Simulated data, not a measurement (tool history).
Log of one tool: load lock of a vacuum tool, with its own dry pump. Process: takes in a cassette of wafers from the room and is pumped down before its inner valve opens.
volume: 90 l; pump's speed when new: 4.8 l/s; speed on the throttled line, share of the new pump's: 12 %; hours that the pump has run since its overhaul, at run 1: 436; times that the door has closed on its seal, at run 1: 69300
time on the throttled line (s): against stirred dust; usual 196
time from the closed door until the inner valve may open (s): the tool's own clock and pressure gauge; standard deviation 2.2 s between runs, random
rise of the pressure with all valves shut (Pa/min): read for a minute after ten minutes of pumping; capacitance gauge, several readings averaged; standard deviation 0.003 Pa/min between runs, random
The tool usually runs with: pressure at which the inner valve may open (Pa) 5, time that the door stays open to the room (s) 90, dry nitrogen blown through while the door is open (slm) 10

| run | hour | time on the throttled line (s) | pressure at which the inner valve may open (Pa) | time that the door stays open to the room (s) | dry nitrogen blown through while the door is open (slm) | hours that the pump has run since its overhaul | times that the door has closed on its seal | incoming humidity of the room's air, % | time from the closed door until the inner valve may open (s) | rise of the pressure with all valves shut (Pa/min) |
|---|---|---|---|---|---|---|---|---|---|---|
| 1 | 0 | 196 | 5 | 90 | 10 | 436 | 69300 | 44.4 | 363.9 | 0.383 |
|  | 172.7 | door's seal changed, seat wiped |
| 2 | 692.4 | 196 | 5 | 90 | 10 | 1127 | 2533 | 45 | 369.2 | 0.021 |
| 3 | 1279.6 | 196 | 5 | 90 | 10 | 1714 | 5394 | 42.9 | 368.4 | 0.032 |
| 4 | 1740.6 | 196 | 5 | 90 | 10 | 2175 | 7640 | 49 | 370.4 | 0.03 |
| 5 | 2310.6 | 196 | 8 | 90 | 10 | 2745 | 10418 | 46.1 | 366.1 | 0.037 |
| 6 | 2780 | 196 | 8 | 90 | 34 | 3214 | 12705 | 48.3 | 362.1 | 0.037 |
| 7 | 3303.2 | 196 | 5 | 90 | 17 | 3738 | 15255 | 44.8 | 381.7 | 0.046 |
| 8 | 3867.5 | 196 | 5 | 90 | 17 | 4302 | 18004 | 42.1 | 387.3 | 0.052 |
| 9 | 4359.3 | 196 | 5 | 90 | 17 | 4794 | 20400 | 44.8 | 386.1 | 0.062 |
| 10 | 5060.3 | 196 | 5 | 90 | 17 | 5495 | 23816 | 45.8 | 391.5 | 0.073 |
| 11 | 5770.7 | 196 | 5 | 90 | 17 | 6205 | 27278 | 49 | 393.4 | 0.086 |
| 12 | 6412 | 196 | 5 | 90 | 17 | 6846 | 30403 | 45.7 | 399 | 0.098 |
| 13 | 6788 | 196 | 5 | 90 | 14 | 7222 | 32235 | 46.7 | 403.7 | 0.108 |
| 14 | 7353.9 | 196 | 5 | 90 | 14 | 7788 | 34992 | 45.6 | 409.7 | 0.116 |
| 15 | 7966.8 | 196 | 5 | 90 | 10 | 8401 | 37979 | 44 | 410.8 | 0.135 |
| 16 | 8532.8 | 196 | 5 | 90 | 10 | 8967 | 40737 | 45.9 | 419.8 | 0.144 |
|  | 8807.9 | dry pump taken out, an overhauled one fitted |
| 17 | 9061.4 | 196 | 5 | 90 | 10 | 253 | 43284 | 44.2 | 359.1 | 0.16 |
| 18 | 9659.6 | 196 | 5 | 90 | 10 | 852 | 46199 | 43.7 | 361.7 | 0.178 |
| 19 | 9983.1 | 196 | 5 | 76 | 10 | 1175 | 47775 | 47 | 367.2 | 0.18 |
| 20 | 10423.5 | 294 | 5 | 48 | 10 | 1616 | 49920 | 45 | 457.8 | 0.188 |
| 21 | 11087.4 | 294 | 7 | 48 | 10 | 2279 | 53156 | 41.8 | 447.6 | 0.206 |
| 22 | 11555.9 | 196 | 5 | 90 | 22 | 2748 | 55439 | 43.7 | 373.9 | 0.215 |
| 23 | 12048 | 112 | 5 | 90 | 22 | 3240 | 57837 | 48 | 303.8 | 0.239 |
| 24 | 12759.1 | 196 | 5 | 44 | 10 | 3951 | 61301 | 45.2 | 381.2 | 0.258 |
| 25 | 13067.1 | 131 | 5 | 86 | 34 | 4259 | 62802 | 42.2 | 323.3 | 0.262 |
| 26 | 13769.8 | 131 | 5 | 86 | 34 | 4962 | 66226 | 45.1 | 331.6 | 0.283 |
| 27 | 14305.5 | 131 | 5 | 86 | 34 | 5498 | 68837 | 41.2 | 330.6 | 0.304 |
|  | 14527.6 | door's seal changed, seat wiped |
| 28 | 14934.3 | 131 | 5 | 86 | 34 | 6125 | 1981 | 43.3 | 340.9 | 0.018 |
| 29 | 15372.3 | 338 | 5 | 36 | 18 | 6563 | 4116 | 46.2 | 517 | 0.016 |
| 30 | 15714.5 | 196 | 9 | 90 | 10 | 6905 | 5783 | 43.3 | 377.1 | 0.028 |
| 31 | 16161.3 | 159 | 9 | 90 | 6 | 7352 | 7960 | 42 | 351.3 | 0.031 |
| 32 | 16732.5 | 136 | 8 | 27 | 31 | 7923 | 10744 | 45.7 | 341.5 | 0.03 |
| 33 | 17397.7 | 140 | 7 | 187 | 16 | 8588 | 13985 | 45.5 | 347.4 | 0.051 |
| 34 | 17856 | 140 | 7 | 187 | 16 | 9047 | 16218 | 44.6 | 355.1 | 0.059 |
|  | 18045.5 | dry pump taken out, an overhauled one fitted |
| 35 | 18459.3 | 196 | 5 | 187 | 10 | 414 | 19129 | 40.3 | 364.5 | 0.062 |
| 36 | 18805.9 | 233 | 5 | 33 | 10 | 760 | 20817 | 48 | 394.4 | 0.058 |

Some steps in time from the closed door until the inner valve may open (s) between neighbouring runs. How much of each would the tool show without its hidden state too (settings, what came in, random variation), and how much is left for the hidden state, with any gauge scatter that isn't in both results?
What the log doesn't record here: pump's speed, % of a new pump's; leak at the door's seal, Pa l/s; drift of the gauge itself on ready_s, %; drift of the gauge itself on rise_pa_min, %.
Run 16 -> 17: dry pump taken out, an overhauled one fitted. time from the closed door until the inner valve may open (s) -60.7: hidden state -56.8, all else -3.9.
Run 19 -> 20: time on the throttled line (s) 196 -> 294, time that the door stays open to the room (s) 76 -> 48. time from the closed door until the inner valve may open (s) +90.6: hidden state +1.6, all else +89.
Run 28 -> 29: time on the throttled line (s) 131 -> 338, time that the door stays open to the room (s) 86 -> 36, dry nitrogen blown through while the door is open (slm) 34 -> 18. time from the closed door until the inner valve may open (s) +176.1: hidden state -2.3, all else +178.4.
Run 29 -> 30: time on the throttled line (s) 338 -> 196, pressure at which the inner valve may open (Pa) 5 -> 9, time that the door stays open to the room (s) 36 -> 90, dry nitrogen blown through while the door is open (slm) 18 -> 10. time from the closed door until the inner valve may open (s) -139.9: hidden state +2.1, all else -142.
Run 31 -> 32: time on the throttled line (s) 159 -> 136, pressure at which the inner valve may open (Pa) 9 -> 8, time that the door stays open to the room (s) 90 -> 27, dry nitrogen blown through while the door is open (slm) 6 -> 31. time from the closed door until the inner valve may open (s) -9.8: hidden state +5.6, all else -15.4.
Run 34 -> 35: time on the throttled line (s) 140 -> 196, pressure at which the inner valve may open (Pa) 7 -> 5, dry nitrogen blown through while the door is open (slm) 16 -> 10, dry pump taken out, an overhauled one fitted. time from the closed door until the inner valve may open (s) +9.4: hidden state -50.4, all else +59.8.
